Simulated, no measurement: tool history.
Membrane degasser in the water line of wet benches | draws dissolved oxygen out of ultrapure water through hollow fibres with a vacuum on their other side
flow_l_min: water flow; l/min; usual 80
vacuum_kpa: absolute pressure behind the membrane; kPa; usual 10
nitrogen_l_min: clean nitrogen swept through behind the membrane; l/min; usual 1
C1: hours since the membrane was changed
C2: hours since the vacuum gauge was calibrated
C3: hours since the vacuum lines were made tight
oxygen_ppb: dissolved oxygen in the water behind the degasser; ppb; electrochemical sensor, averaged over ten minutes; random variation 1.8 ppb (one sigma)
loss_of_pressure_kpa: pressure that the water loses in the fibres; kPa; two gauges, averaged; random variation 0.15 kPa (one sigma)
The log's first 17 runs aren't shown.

run 18 hour=3761.1 | flow_l_min=59 vacuum_kpa=18.2 nitrogen_l_min=1.22 | C1=10633 C2=4262 C3=1968 | oxygen_ppb=1231.4 loss_of_pressure_kpa=31.95
run 19 hour=4030.5 | flow_l_min=76 vacuum_kpa=6.9 nitrogen_l_min=0.78 | C1=10902 C2=4531 C3=2237 | oxygen_ppb=551.9 loss_of_pressure_kpa=41.06
run 20 hour=4352.2 | flow_l_min=96 vacuum_kpa=16.1 nitrogen_l_min=1 | C1=11224 C2=4853 C3=2559 | oxygen_ppb=1696.2 loss_of_pressure_kpa=51.59
run 21 hour=4635.3 | flow_l_min=127 vacuum_kpa=20.8 nitrogen_l_min=1 | C1=11507 C2=5136 C3=2842 | oxygen_ppb=2559 loss_of_pressure_kpa=68.37
run 22 hour=4903.3 | flow_l_min=80 vacuum_kpa=25 nitrogen_l_min=0.65 | C1=11775 C2=5404 C3=3110 | oxygen_ppb=2905 loss_of_pressure_kpa=43.05
run 23 hour=5219.7 | flow_l_min=80 vacuum_kpa=25 nitrogen_l_min=0.65 | C1=12092 C2=5720 C3=3426 | oxygen_ppb=2903.1 loss_of_pressure_kpa=43.25
-- hour=5241.9 vacuum gauge calibrated
run 24 hour=5382.6 | flow_l_min=61 vacuum_kpa=14.8 nitrogen_l_min=0.65 | C1=12254 C2=141 C3=3589 | oxygen_ppb=1500.5 loss_of_pressure_kpa=33.26
run 25 hour=5572.7 | flow_l_min=51 vacuum_kpa=14.8 nitrogen_l_min=0.65 | C1=12444 C2=331 C3=3779 | oxygen_ppb=1347.8 loss_of_pressure_kpa=27.44
run 26 hour=5718.6 | flow_l_min=116 vacuum_kpa=6.4 nitrogen_l_min=1 | C1=12590 C2=477 C3=3925 | oxygen_ppb=582.5 loss_of_pressure_kpa=62.99
run 27 hour=5916.2 | flow_l_min=97 vacuum_kpa=10 nitrogen_l_min=0.5 | C1=12788 C2=674 C3=4122 | oxygen_ppb=1395 loss_of_pressure_kpa=52.6
run 28 hour=6208.5 | flow_l_min=56 vacuum_kpa=6.9 nitrogen_l_min=1.84 | C1=13080 C2=967 C3=4415 | oxygen_ppb=236.3 loss_of_pressure_kpa=29.99
run 29 hour=6384.2 | flow_l_min=80 vacuum_kpa=12.3 nitrogen_l_min=1 | C1=13256 C2=1142 C3=4590 | oxygen_ppb=1118.3 loss_of_pressure_kpa=43.21
run 30 hour=6677.2 | flow_l_min=82 vacuum_kpa=18.5 nitrogen_l_min=0.62 | C1=13549 C2=1435 C3=4883 | oxygen_ppb=2301 loss_of_pressure_kpa=43.92
run 31 hour=6934.8 | flow_l_min=74 vacuum_kpa=20.9 nitrogen_l_min=0.59 | C1=13806 C2=1693 C3=5141 | oxygen_ppb=2506.4 loss_of_pressure_kpa=40.04
run 32 hour=7142.9 | flow_l_min=117 vacuum_kpa=8.9 nitrogen_l_min=1 | C1=14014 C2=1901 C3=5349 | oxygen_ppb=960.2 loss_of_pressure_kpa=63.18
run 33 hour=7398.5 | flow_l_min=71 vacuum_kpa=8.9 nitrogen_l_min=1.4 | C1=14270 C2=2157 C3=5605 | oxygen_ppb=533.1 loss_of_pressure_kpa=38.57

3 ways to go on from here, each from the tool as it stands after run 33. What would each give?
run A hour=7645.6 | flow_l_min=127 vacuum_kpa=22.5 nitrogen_l_min=2.76 | C1=14517 C2=2404 C3=5852 | oxygen_ppb=? loss_of_pressure_kpa=?
run B hour=7645.6 | flow_l_min=71 vacuum_kpa=8.9 nitrogen_l_min=0.91 | C1=14517 C2=2404 C3=5852 | oxygen_ppb=? loss_of_pressure_kpa=?
run C hour=7645.6 | flow_l_min=71 vacuum_kpa=16.9 nitrogen_l_min=1.4 | C1=14517 C2=2404 C3=5852 | oxygen_ppb=? loss_of_pressure_kpa=?

run=A oxygen_ppb=1538.8 loss_of_pressure_kpa=68.58
run=B oxygen_ppb=713.8 loss_of_pressure_kpa=38.15
run=C oxygen_ppb=1184.4 loss_of_pressure_kpa=38.32
Without the tool's hidden state the same runs would have given:
run=A oxygen_ppb=1538.7 loss_of_pressure_kpa=68.55
run=B oxygen_ppb=713.7 loss_of_pressure_kpa=38.14
run=C oxygen_ppb=1184.4 loss_of_pressure_kpa=38.3
